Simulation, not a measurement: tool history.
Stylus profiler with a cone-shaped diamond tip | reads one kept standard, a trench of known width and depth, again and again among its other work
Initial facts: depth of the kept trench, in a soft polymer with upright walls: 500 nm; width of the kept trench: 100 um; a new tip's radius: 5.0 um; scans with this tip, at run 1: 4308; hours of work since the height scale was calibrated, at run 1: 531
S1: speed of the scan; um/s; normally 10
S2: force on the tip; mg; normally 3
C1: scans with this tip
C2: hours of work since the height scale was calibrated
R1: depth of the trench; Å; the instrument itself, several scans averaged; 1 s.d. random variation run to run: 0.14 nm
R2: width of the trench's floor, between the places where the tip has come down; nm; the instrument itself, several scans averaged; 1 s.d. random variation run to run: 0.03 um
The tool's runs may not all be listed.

run	hour	S1	S2	C1	C2	R1	R2
1	0	10	3	4308	531	5025.8	94430
2	68.4	10	3	4710	581	5027.2	94290
3	141	10	3.8	5137	633	5031.6	94150
4	253.5	10	7.37	5798	715	5053.4	93980
5	328.3	10	7.37	6238	769	5052.8	93850
6	391.5	10	7.37	6609	815	5050.9	93750
7	465.5	10	7.37	7044	868	5050.7	93640
8	598.4	10	7.37	7825	964	5049.2	93480
9	722.7	10	2.15	8556	1054	5008.7	93280
10	828.2	21	3	9175	1131	5011.8	93080
# hour 838.1: height scale calibrated on a step standard
11	917.1	21	3	9695	57	5003.1	93000
12	1023.3	10	3	10319	134	4999.2	92880
13	1154.4	10	3	11089	229	5001.2	92720
14	1224.6	10	3	11503	280	4998.6	92620
15	1321	5	7.48	12069	350	5028.8	92490
16	1403.8	5	7.48	12555	410	5027.1	92410
# hour 1468.6: height scale calibrated on a step standard, once more
17	1506.2	37	4.59	13154	27	5047.2	92230
# hour 1633.9: new tip fitted, height scale calibrated
18	1641.1	12	1.97	42	5	5028.5	95570
19	1699.7	12	1.97	387	48	5026.9	95560
20	1816.4	7	2.13	1072	132	5026.1	95290
21	1911.8	10	5.8	1633	201	5056.1	95110
22	2046.4	10	5.8	2424	299	5050.2	94890
23	2120.2	9	2.07	2858	352	5022.4	94740
24	2251.6	9	2.07	3630	447	5023.6	94540
25	2346.3	27	1.49	4187	516	5013.2	94290
26	2482.5	27	1.49	4987	615	5012.7	94030
27	2561.1	7	3.06	5449	672	5024	93980
28	2652.5	2	8.6	5986	738	5061.3	93850

Hidden condition of the tool, last listed run before each entry between runs versus first listed run after:
Run 10 -> run 11: height scale calibrated on a step standard (hour 838.1)
  radius of the tip, um: 11.94 -> 12.35; height scale over the true one, %: -0.428 -> -0.652
  measured less the result without the state, R1: -21.5 -> -32.8 Å; R2: -2480 -> -2600 nm
Run 16 -> run 17: height scale calibrated on a step standard, once more (hour 1468.6)
  radius of the tip, um: 14.66 -> 15.15; height scale over the true one, %: -0.785 -> -0.022
  measured less the result without the state, R1: -39.8 -> -1.1 Å; R2: -3230 -> -3360 nm
Run 17 -> run 18: new tip fitted, height scale calibrated (hour 1633.9)
  radius of the tip, um: 15.15 -> 4.99; height scale over the true one, %: -0.022 -> 0.011
  measured less the result without the state, R1: -1.1 -> +0.6 Å; R2: -3360 -> +0 nm

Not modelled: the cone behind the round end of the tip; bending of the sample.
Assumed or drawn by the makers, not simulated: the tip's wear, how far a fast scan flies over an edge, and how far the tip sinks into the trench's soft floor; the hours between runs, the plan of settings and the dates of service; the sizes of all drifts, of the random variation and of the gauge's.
